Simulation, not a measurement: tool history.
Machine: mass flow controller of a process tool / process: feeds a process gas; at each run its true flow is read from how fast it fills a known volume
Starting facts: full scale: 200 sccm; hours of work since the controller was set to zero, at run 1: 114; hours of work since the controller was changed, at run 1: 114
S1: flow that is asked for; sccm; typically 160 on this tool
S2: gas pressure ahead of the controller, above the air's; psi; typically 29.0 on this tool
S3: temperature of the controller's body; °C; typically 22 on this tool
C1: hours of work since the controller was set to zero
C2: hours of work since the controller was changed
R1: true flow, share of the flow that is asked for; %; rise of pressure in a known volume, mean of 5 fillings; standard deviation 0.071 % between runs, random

Run 1, hour 0.0: usual settings; C1 114; C2 114. Result: R1 100.29 %.
Run 2, hour 149.8: usual settings; C1 195; C2 195. Result: R1 100.46 %.
Run 3, hour 220.4: usual settings; C1 234; C2 234. Result: R1 100.39 %.
Run 4, hour 288.8: usual settings; C1 271; C2 271. Result: R1 100.39 %.
Run 5, hour 398.2: usual settings but S2 28.9 psi; C1 331; C2 331. Result: R1 100.41 %.
Run 6, hour 539.7: usual settings but S2 28.9 psi; C1 408; C2 408. Result: R1 100.55 %.
Run 7, hour 639.0: usual settings but S2 25.4 psi; C1 462; C2 462. Result: R1 100.54 %.
Run 8, hour 704.9: usual settings but S2 25.4 psi; C1 498; C2 498. Result: R1 100.58 %.
Run 9, hour 852.1: usual settings but S2 25.4 psi; C1 579; C2 579. Result: R1 100.76 %.
Run 10, hour 998.5: usual settings but S2 25.4 psi; C1 659; C2 659. Result: R1 100.63 %.
Run 11, hour 1133.8: usual settings but S3 38 °C; C1 733; C2 733. Result: R1 99.71 %.
Run 12, hour 1268.3: usual settings but S1 154 sccm, S2 36.7 psi, S3 37 °C; C1 806; C2 806. Result: R1 99.68 %.
Run 13, hour 1391.0: usual settings but S1 154 sccm, S2 39.6 psi, S3 24 °C; C1 873; C2 873. Result: R1 100.42 %.
Run 14, hour 1462.2: usual settings but S3 38 °C; C1 912; C2 912. Result: R1 99.71 %.
Run 15, hour 1550.8: usual settings but S1 177 sccm, S2 37.0 psi, S3 29 °C; C1 960; C2 960. Result: R1 100.14 %.
Run 16, hour 1667.9: usual settings but S1 177 sccm, S2 37.0 psi, S3 29 °C; C1 1024; C2 1024. Result: R1 100.26 %.
Run 17, hour 1812.7: usual settings but S1 177 sccm, S2 37.0 psi, S3 29 °C; C1 1103; C2 1103. Result: R1 100.33 %.
Run 18, hour 1903.0: usual settings but S1 151 sccm, S3 33 °C; C1 1152; C2 1152. Result: R1 100.15 %.
Run 19, hour 2035.3: usual settings but S1 151 sccm, S3 33 °C; C1 1225; C2 1225. Result: R1 100.30 %.

Here are 3 independent what-if runs from the current tool condition. What would each one return?
Run A, hour 2131.4: usual settings but S1 141 sccm, S3 33 °C; C1 1277; C2 1277. Result: R1 ?.
Run B, hour 2131.4: usual settings but S1 24 sccm, S3 32 °C; C1 1277; C2 1277. Result: R1 ?.
Run C, hour 2131.4: usual settings but S1 29 sccm, S3 24 °C; C1 1277; C2 1277. Result: R1 ?.

run      R1
  A  100.22
  B  102.36
  C  102.42
Without the tool's hidden state the same runs would have given:
run     R1
  A  99.33
  B  99.32
  C  99.82

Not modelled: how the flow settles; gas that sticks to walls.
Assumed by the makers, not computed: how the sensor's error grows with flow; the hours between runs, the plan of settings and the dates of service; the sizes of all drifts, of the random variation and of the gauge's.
